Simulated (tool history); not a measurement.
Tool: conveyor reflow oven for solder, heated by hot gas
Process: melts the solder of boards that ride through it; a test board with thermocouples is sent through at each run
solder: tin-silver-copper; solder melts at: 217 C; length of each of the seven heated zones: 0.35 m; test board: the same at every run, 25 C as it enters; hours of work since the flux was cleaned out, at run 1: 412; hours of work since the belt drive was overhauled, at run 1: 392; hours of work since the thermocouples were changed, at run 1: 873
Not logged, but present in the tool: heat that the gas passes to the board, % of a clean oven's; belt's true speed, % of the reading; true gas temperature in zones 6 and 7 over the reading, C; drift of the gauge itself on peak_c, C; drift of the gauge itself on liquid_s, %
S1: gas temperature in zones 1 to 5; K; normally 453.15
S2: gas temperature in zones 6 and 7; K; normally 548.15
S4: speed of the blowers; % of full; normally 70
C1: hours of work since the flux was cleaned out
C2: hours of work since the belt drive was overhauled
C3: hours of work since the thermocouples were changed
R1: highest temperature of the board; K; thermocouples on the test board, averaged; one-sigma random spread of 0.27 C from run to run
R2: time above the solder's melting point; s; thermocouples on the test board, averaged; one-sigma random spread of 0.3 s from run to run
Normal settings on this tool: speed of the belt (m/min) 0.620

run 1 hour=0.0 | S1=453.15 S2=548.15 speed_of_the_belt_(m/min)=0.620 S4=70 | C1=412 C2=392 C3=873 | R1=527.95 R2=53.8
run 2 hour=21.1 | S1=453.15 S2=548.15 speed_of_the_belt_(m/min)=0.620 S4=70 | C1=424 C2=404 C3=886 | R1=528.65 R2=53.9
run 3 hour=52.3 | S1=453.15 S2=548.15 speed_of_the_belt_(m/min)=0.620 S4=59 | C1=443 C2=423 C3=905 | R1=523.15 R2=50.1
run 4 hour=85.1 | S1=453.15 S2=548.15 speed_of_the_belt_(m/min)=0.620 S4=65 | C1=463 C2=443 C3=925 | R1=525.85 R2=52.0
run 5 hour=120.2 | S1=453.15 S2=548.15 speed_of_the_belt_(m/min)=0.620 S4=65 | C1=485 C2=464 C3=946 | R1=525.95 R2=51.8
-- hour=141.1 flux residue cleaned out of gas plates and filters
run 6 hour=158.4 | S1=453.15 S2=548.15 speed_of_the_belt_(m/min)=0.620 S4=70 | C1=11 C2=485 C3=966 | R1=531.05 R2=56.7
run 7 hour=189.8 | S1=453.15 S2=548.15 speed_of_the_belt_(m/min)=0.620 S4=70 | C1=30 C2=504 C3=985 | R1=530.95 R2=56.0
run 8 hour=216.9 | S1=453.15 S2=548.15 speed_of_the_belt_(m/min)=0.620 S4=70 | C1=46 C2=520 C3=1001 | R1=531.35 R2=55.9
run 9 hour=236.2 | S1=464.15 S2=548.15 speed_of_the_belt_(m/min)=0.620 S4=70 | C1=58 C2=532 C3=1013 | R1=532.95 R2=61.2
-- hour=243.8 belt drive overhauled, speed set with a stopwatch
run 10 hour=277.3 | S1=464.15 S2=548.15 speed_of_the_belt_(m/min)=0.620 S4=70 | C1=80 C2=20 C3=1036 | R1=533.15 R2=61.4
run 11 hour=304.7 | S1=464.15 S2=548.15 speed_of_the_belt_(m/min)=0.620 S4=70 | C1=97 C2=37 C3=1052 | R1=533.75 R2=61.8
-- hour=308.8 thermocouples of zones 6 and 7 changed
run 12 hour=325.6 | S1=453.15 S2=548.15 speed_of_the_belt_(m/min)=0.620 S4=70 | C1=108 C2=48 C3=10 | R1=530.45 R2=56.6
-- hour=350.8 belt drive overhauled, speed set with a stopwatch, once more
run 13 hour=365.6 | S1=453.15 S2=548.15 speed_of_the_belt_(m/min)=0.620 S4=70 | C1=130 C2=9 C3=32 | R1=529.85 R2=54.4
run 14 hour=389.4 | S1=453.15 S2=548.15 speed_of_the_belt_(m/min)=0.620 S4=70 | C1=145 C2=23 C3=46 | R1=529.15 R2=54.5
run 15 hour=426.9 | S1=453.15 S2=548.15 speed_of_the_belt_(m/min)=0.620 S4=78 | C1=167 C2=46 C3=69 | R1=532.05 R2=56.1
run 16 hour=461.6 | S1=453.15 S2=554.15 speed_of_the_belt_(m/min)=0.620 S4=52 | C1=188 C2=67 C3=90 | R1=525.75 R2=50.8
run 17 hour=492.4 | S1=458.15 S2=549.15 speed_of_the_belt_(m/min)=0.524 S4=70 | C1=207 C2=86 C3=109 | R1=536.25 R2=71.7
run 18 hour=518.5 | S1=453.15 S2=548.15 speed_of_the_belt_(m/min)=0.603 S4=76 | C1=223 C2=102 C3=125 | R1=532.15 R2=57.7
run 19 hour=553.9 | S1=455.15 S2=548.15 speed_of_the_belt_(m/min)=0.703 S4=70 | C1=244 C2=123 C3=146 | R1=524.65 R2=45.1
run 20 hour=570.4 | S1=455.15 S2=554.15 speed_of_the_belt_(m/min)=0.703 S4=57 | C1=254 C2=133 C3=156 | R1=522.95 R2=42.9
run 21 hour=591.7 | S1=459.15 S2=553.15 speed_of_the_belt_(m/min)=0.659 S4=66 | C1=267 C2=146 C3=169 | R1=530.45 R2=52.4
run 22 hour=612.5 | S1=465.15 S2=554.15 speed_of_the_belt_(m/min)=0.520 S4=51 | C1=280 C2=159 C3=182 | R1=534.65 R2=73.5
run 23 hour=635.7 | S1=465.15 S2=550.15 speed_of_the_belt_(m/min)=0.734 S4=90 | C1=294 C2=173 C3=196 | R1=533.15 R2=51.4
run 24 hour=655.1 | S1=453.15 S2=562.15 speed_of_the_belt_(m/min)=0.620 S4=70 | C1=306 C2=185 C3=208 | R1=540.65 R2=60.3
run 25 hour=692.0 | S1=453.15 S2=562.15 speed_of_the_belt_(m/min)=0.620 S4=70 | C1=328 C2=207 C3=230 | R1=540.25 R2=59.8
run 26 hour=720.9 | S1=444.15 S2=551.15 speed_of_the_belt_(m/min)=0.601 S4=73 | C1=346 C2=225 C3=248 | R1=530.95 R2=54.4
run 27 hour=748.3 | S1=453.15 S2=555.15 speed_of_the_belt_(m/min)=0.607 S4=70 | C1=362 C2=241 C3=264 | R1=535.25 R2=58.7
run 28 hour=776.6 | S1=442.15 S2=559.15 speed_of_the_belt_(m/min)=0.509 S4=73 | C1=379 C2=258 C3=281 | R1=543.95 R2=72.2
run 29 hour=810.1 | S1=442.15 S2=557.15 speed_of_the_belt_(m/min)=0.558 S4=73 | C1=400 C2=279 C3=302 | R1=538.55 R2=62.6
run 30 hour=831.3 | S1=453.15 S2=561.15 speed_of_the_belt_(m/min)=0.620 S4=73 | C1=413 C2=292 C3=315 | R1=540.15 R2=59.7

Alternative continuations, all from the tool just after run 30; predict every row:
run A hour=866.5 | S1=453.15 S2=548.15 speed_of_the_belt_(m/min)=0.604 S4=70 | C1=434 C2=313 C3=336 | R1=? R2=?
run B hour=866.5 | S1=453.15 S2=560.15 speed_of_the_belt_(m/min)=0.734 S4=55 | C1=434 C2=313 C3=336 | R1=? R2=?
run C hour=866.5 | S1=453.15 S2=547.15 speed_of_the_belt_(m/min)=0.535 S4=78 | C1=434 C2=313 C3=336 | R1=? R2=?
run D hour=866.5 | S1=467.15 S2=548.15 speed_of_the_belt_(m/min)=0.713 S4=73 | C1=434 C2=313 C3=336 | R1=? R2=?
run E hour=866.5 | S1=453.15 S2=548.15 speed_of_the_belt_(m/min)=0.636 S4=68 | C1=434 C2=313 C3=336 | R1=? R2=?

run=A R1=528.35 R2=55.7
run=B R1=522.65 R2=39.5
run=C R1=534.25 R2=67.6
run=D R1=527.25 R2=50.7
run=E R1=526.45 R2=50.6
With no hidden state in the tool, these same runs would have given:
run=A R1=530.65 R2=57.0
run=B R1=525.55 R2=41.5
run=C R1=536.15 R2=68.5
run=D R1=529.85 R2=52.2
run=E R1=528.95 R2=52.2
